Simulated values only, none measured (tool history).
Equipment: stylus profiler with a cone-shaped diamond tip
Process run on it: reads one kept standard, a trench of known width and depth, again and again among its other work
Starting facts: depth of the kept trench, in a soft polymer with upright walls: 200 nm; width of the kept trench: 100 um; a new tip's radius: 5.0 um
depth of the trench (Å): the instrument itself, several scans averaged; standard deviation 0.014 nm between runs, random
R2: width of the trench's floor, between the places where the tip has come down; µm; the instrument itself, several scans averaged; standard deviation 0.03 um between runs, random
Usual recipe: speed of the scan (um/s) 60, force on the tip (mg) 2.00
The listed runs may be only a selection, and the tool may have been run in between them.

Run 1, hour 0.0: usual settings. Result: depth of the trench (Å) 2021.2, R2 96.98 µm.
Run 2, hour 27.4: usual settings but speed of the scan (um/s) 222. Result: depth of the trench (Å) 2021.3, R2 96.42 µm.
Run 3, hour 64.3: usual settings but speed of the scan (um/s) 79. Result: depth of the trench (Å) 2021.1, R2 96.98 µm.
Run 4, hour 105.6: usual settings but speed of the scan (um/s) 79. Result: depth of the trench (Å) 2020.9, R2 96.92 µm.
Run 5, hour 151.8: usual settings but speed of the scan (um/s) 79. Result: depth of the trench (Å) 2021.0, R2 96.88 µm.
Run 6, hour 186.2: usual settings. Result: depth of the trench (Å) 2021.2, R2 96.92 µm.
Run 7, hour 212.3: usual settings. Result: depth of the trench (Å) 2020.8, R2 96.97 µm.
Run 8, hour 238.4: usual settings. Result: depth of the trench (Å) 2021.0, R2 96.96 µm.
Run 9, hour 269.3: usual settings. Result: depth of the trench (Å) 2021.3, R2 96.98 µm.
Run 10, hour 298.6: usual settings but speed of the scan (um/s) 110. Result: depth of the trench (Å) 2020.9, R2 96.82 µm.
Run 11, hour 328.3: usual settings but speed of the scan (um/s) 110. Result: depth of the trench (Å) 2021.0, R2 96.77 µm.
Run 12, hour 353.8: usual settings but speed of the scan (um/s) 110. Result: depth of the trench (Å) 2021.1, R2 96.69 µm.
Run 13, hour 379.2: usual settings but speed of the scan (um/s) 110. Result: depth of the trench (Å) 2021.1, R2 96.82 µm.
Run 14, hour 413.1: usual settings. Result: depth of the trench (Å) 2020.7, R2 96.93 µm.
Run 15, hour 432.1: usual settings but speed of the scan (um/s) 35. Result: depth of the trench (Å) 2021.1, R2 97.03 µm.
Run 16, hour 462.1: usual settings but speed of the scan (um/s) 26, force on the tip (mg) 1.14. Result: depth of the trench (Å) 2014.0, R2 97.05 µm.
Run 17, hour 502.4: usual settings but speed of the scan (um/s) 40, force on the tip (mg) 1.50. Result: depth of the trench (Å) 2017.1, R2 96.98 µm.
Run 18, hour 523.1: usual settings but force on the tip (mg) 1.62. Result: depth of the trench (Å) 2017.9, R2 96.97 µm.
Run 19, hour 562.6: usual settings but force on the tip (mg) 1.62. Result: depth of the trench (Å) 2017.8, R2 96.93 µm.
Run 20, hour 582.4: usual settings but speed of the scan (um/s) 34, force on the tip (mg) 1.25. Result: depth of the trench (Å) 2014.9, R2 97.01 µm.
Run 21, hour 615.2: usual settings but speed of the scan (um/s) 34, force on the tip (mg) 1.25. Result: depth of the trench (Å) 2014.6, R2 96.98 µm.
Run 22, hour 646.1: usual settings but speed of the scan (um/s) 84, force on the tip (mg) 2.78. Result: depth of the trench (Å) 2026.0, R2 96.86 µm.
Run 23, hour 671.5: usual settings but speed of the scan (um/s) 33, force on the tip (mg) 2.69. Result: depth of the trench (Å) 2025.2, R2 97.05 µm.
Run 24, hour 709.9: usual settings but speed of the scan (um/s) 22, force on the tip (mg) 1.65. Result: depth of the trench (Å) 2018.0, R2 97.04 µm.
Run 25, hour 746.3: usual settings but speed of the scan (um/s) 22, force on the tip (mg) 1.65. Result: depth of the trench (Å) 2017.6, R2 97.04 µm.
Run 26, hour 782.5: usual settings but speed of the scan (um/s) 127, force on the tip (mg) 3.34. Result: depth of the trench (Å) 2029.3, R2 96.78 µm.
Run 27, hour 806.2: usual settings but speed of the scan (um/s) 32, force on the tip (mg) 4.28. Result: depth of the trench (Å) 2034.4, R2 97.05 µm.
Run 28, hour 830.7: usual settings but speed of the scan (um/s) 39, force on the tip (mg) 1.85. Result: depth of the trench (Å) 2019.0, R2 97.01 µm.
Run 29, hour 860.6: usual settings but speed of the scan (um/s) 35, force on the tip (mg) 3.73. Result: depth of the trench (Å) 2031.3, R2 97.04 µm.

Pick out some run-to-run changes in depth of the trench (Å). Of each, how much would a tool without hidden state show as well, from the settings, what came in and chance, and how much is left for the hidden state and any gauge scatter not in both results compared?
Hidden state present: radius of the tip, um; height scale over the true one, %; drift of the gauge itself on depth_nm, %; drift of the gauge itself on floor_um, %.
Run 3 -> 4: settings left as they were, no log entry in between. depth of the trench (Å) -0.2: hidden state -0.1, all else -0.1.
Run 7 -> 8: settings left as they were, no log entry in between. depth of the trench (Å) +0.2: hidden state -0.1, all else +0.3.
Run 27 -> 28: speed of the scan (um/s) 32 -> 39, force on the tip (mg) 4.28 -> 1.85. depth of the trench (Å) -15.4: hidden state +0.0, all else -15.4.
Run 28 -> 29: speed of the scan (um/s) 39 -> 35, force on the tip (mg) 1.85 -> 3.73. depth of the trench (Å) +12.3: hidden state +0.0, all else +12.3.
